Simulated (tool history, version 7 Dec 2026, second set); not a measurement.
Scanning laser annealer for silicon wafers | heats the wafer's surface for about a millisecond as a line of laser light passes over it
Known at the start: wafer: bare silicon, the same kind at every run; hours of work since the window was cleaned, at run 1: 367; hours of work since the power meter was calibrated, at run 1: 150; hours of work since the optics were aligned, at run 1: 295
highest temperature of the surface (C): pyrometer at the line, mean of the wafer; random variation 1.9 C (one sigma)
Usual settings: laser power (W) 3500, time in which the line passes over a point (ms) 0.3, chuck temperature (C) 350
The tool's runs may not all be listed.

run,hour,laser power (W),time in which the line passes over a point (ms),chuck temperature (C),hours of work since the window was cleaned,hours of work since the power meter was calibrated,hours of work since the optics were aligned,highest temperature of the surface (C)
1,0,3500,0.3,350,367,150,295,1074
2,8.1,3806,0.3,350,372,156,300,1133
3,17.5,3758,0.3,350,378,162,306,1125
4,30.5,3758,0.3,350,387,171,315,1129
5,38.9,3758,0.3,350,392,176,320,1126
6,52.3,3549,0.263,350,401,185,329,1041

The next listed run, before its measurement:
7,60,3467,0.219,390,406,190,334,?

{"run 7": {"highest temperature of the surface (C)": 1009}}
Without the tool's hidden state the same run would have given highest temperature of the surface (C) 1029.
